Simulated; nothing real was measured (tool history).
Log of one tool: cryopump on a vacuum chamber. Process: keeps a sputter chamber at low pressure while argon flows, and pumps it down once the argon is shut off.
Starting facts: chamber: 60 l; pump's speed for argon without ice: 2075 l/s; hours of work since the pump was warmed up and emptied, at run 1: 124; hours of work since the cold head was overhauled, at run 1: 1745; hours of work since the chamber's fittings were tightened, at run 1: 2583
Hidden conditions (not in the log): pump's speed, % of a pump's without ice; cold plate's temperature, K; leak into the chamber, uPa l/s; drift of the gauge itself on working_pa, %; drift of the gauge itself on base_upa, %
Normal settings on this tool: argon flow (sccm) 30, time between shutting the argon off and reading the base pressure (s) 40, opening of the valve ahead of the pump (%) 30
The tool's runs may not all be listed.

| run | hour | argon flow (sccm) | time between shutting the argon off and reading the base pressure (s) | opening of the valve ahead of the pump (%) | hours of work since the pump was warmed up and emptied | hours of work since the cold head was overhauled | hours of work since the chamber's fittings were tightened | pressure while argon flows (Pa) | pressure after the wait (uPa) |
|---|---|---|---|---|---|---|---|---|---|
| 1 | 0.0 | 30 | 40 | 30 | 124 | 1745 | 2583 | 0.0841 | 2.77 |
| 2 | 66.7 | 30 | 40 | 30 | 168 | 1789 | 2626 | 0.0832 | 2.75 |
| 3 | 116.2 | 30 | 40 | 30 | 200 | 1821 | 2658 | 0.0829 | 2.84 |
| 4 | 199.6 | 30 | 40 | 30 | 254 | 1875 | 2712 | 0.0842 | 2.94 |
|  | 225.8 | leaking fittings of the chamber tightened, without venting |
| 5 | 273.4 | 14 | 40 | 30 | 300 | 1921 | 31 | 0.0387 | 1.45 |
| 6 | 336.1 | 14 | 40 | 30 | 341 | 1962 | 72 | 0.0396 | 1.42 |
| 7 | 376.4 | 30 | 40 | 30 | 367 | 1988 | 98 | 0.0848 | 1.51 |
| 8 | 458.6 | 30 | 40 | 30 | 420 | 2041 | 151 | 0.0855 | 1.48 |
| 9 | 532.9 | 30 | 40 | 30 | 469 | 2090 | 199 | 0.0878 | 1.60 |
| 10 | 573.2 | 30 | 58 | 30 | 495 | 2116 | 225 | 0.0872 | 1.18 |
| 11 | 656.4 | 22 | 58 | 30 | 549 | 2170 | 279 | 0.0640 | 1.20 |
| 12 | 741.0 | 30 | 40 | 30 | 603 | 2225 | 334 | 0.0894 | 1.68 |
| 13 | 810.9 | 28 | 40 | 30 | 649 | 2270 | 379 | 0.0841 | 1.69 |
| 14 | 903.7 | 28 | 289 | 30 | 709 | 2330 | 439 | 0.0855 | 0.64 |
| 15 | 993.7 | 23 | 112 | 35 | 767 | 2388 | 498 | 0.0608 | 1.02 |
|  | 1037.2 | pump warmed up, emptied and cooled again |
| 16 | 1045.1 | 15 | 40 | 45 | 5 | 2418 | 528 | 0.0273 | 1.63 |
| 17 | 1130.7 | 30 | 60 | 39 | 61 | 2474 | 583 | 0.0648 | 1.25 |
| 18 | 1179.1 | 44 | 40 | 38 | 92 | 2505 | 615 | 0.0966 | 1.70 |
| 19 | 1230.7 | 13 | 40 | 25 | 125 | 2539 | 648 | 0.0426 | 1.78 |
| 20 | 1298.6 | 35 | 35 | 25 | 169 | 2583 | 692 | 0.1150 | 1.96 |
| 21 | 1338.5 | 55 | 100 | 19 | 195 | 2609 | 718 | 0.2385 | 1.01 |
| 22 | 1388.9 | 30 | 162 | 30 | 228 | 2641 | 751 | 0.0834 | 0.88 |
| 23 | 1461.6 | 30 | 162 | 30 | 275 | 2688 | 798 | 0.0840 | 0.89 |
| 24 | 1506.1 | 21 | 43 | 43 | 304 | 2717 | 827 | 0.0420 | 1.75 |
| 25 | 1579.7 | 21 | 43 | 43 | 352 | 2765 | 874 | 0.0424 | 1.80 |

Consider 3 possible next runs. They are alternatives, not a sequence: every one starts from the tool as it was left by run 25. What does each give?
| A | 1639.4 | 19 | 42 | 43 | 390 | 2804 | 913 | ? | ? |
| B | 1639.4 | 21 | 20 | 43 | 390 | 2804 | 913 | ? | ? |
| C | 1639.4 | 41 | 43 | 32 | 390 | 2804 | 913 | ? | ? |

| run | pressure while argon flows (Pa) | pressure after the wait (uPa) |
|---|---|---|
| A | 0.0388 | 1.93 |
| B | 0.0430 | 3.15 |
| C | 0.1103 | 1.87 |
Stripped of hidden state, with their random variation kept, the same runs would have yielded:
| run | pressure while argon flows (Pa) | pressure after the wait (uPa) |
|---|---|---|
| A | 0.0359 | 1.37 |
| B | 0.0398 | 2.61 |
| C | 0.1039 | 1.31 |
